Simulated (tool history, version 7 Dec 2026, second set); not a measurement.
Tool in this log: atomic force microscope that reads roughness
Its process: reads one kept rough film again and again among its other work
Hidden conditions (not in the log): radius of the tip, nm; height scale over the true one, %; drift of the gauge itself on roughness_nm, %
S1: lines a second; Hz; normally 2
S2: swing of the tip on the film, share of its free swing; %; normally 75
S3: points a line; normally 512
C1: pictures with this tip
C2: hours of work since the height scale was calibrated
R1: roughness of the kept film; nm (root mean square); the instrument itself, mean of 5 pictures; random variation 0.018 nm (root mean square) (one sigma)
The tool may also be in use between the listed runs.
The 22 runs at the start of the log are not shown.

run    hour    S1  S2   S3   C1   C2     R1
      894.7  -- new tip fitted
 23   897.5     2  70  512    3  105  4.428
 24   941.5  2.65  70  512   54  130  3.827
 25   972.3  0.64  70  908   89  147  3.927
 26  1005.1     2  79  597  127  166  3.243
 27    1042     2  79  597  170  187  3.016
 28  1074.5  1.12  82  688  207  206      3
     1104.7  -- new tip fitted
 29  1117.3  2.83  75  512   15  230  3.986
 30  1163.1  2.25  80  860   68  256  3.508
 31  1190.6  2.25  80  860   99  272  3.333
 32  1237.4  0.55  85  596  153  299  3.384
 33  1275.5   1.6  84  766  197  321  2.839
 34  1302.4   1.6  84  766  228  336  2.681
     1312.9  -- new tip fitted
 35  1344.9  2.54  64  984   37  360  4.119
 36  1370.2  0.95  60  512   66  375  4.069
 37  1402.1  0.98  75  352  103  393  3.674
 38  1430.4  0.98  75  352  135  409  3.471
 39  1473.4  0.98  75  352  185  434  3.188

For run 40, what comes out?
 40  1514.4  0.98  75  352  232  457   ?

R1: 2.934 nm (root mean square)
With the hidden condition absent and the run-to-run variation left alone, this run would have shown R1 4.576 nm (root mean square).
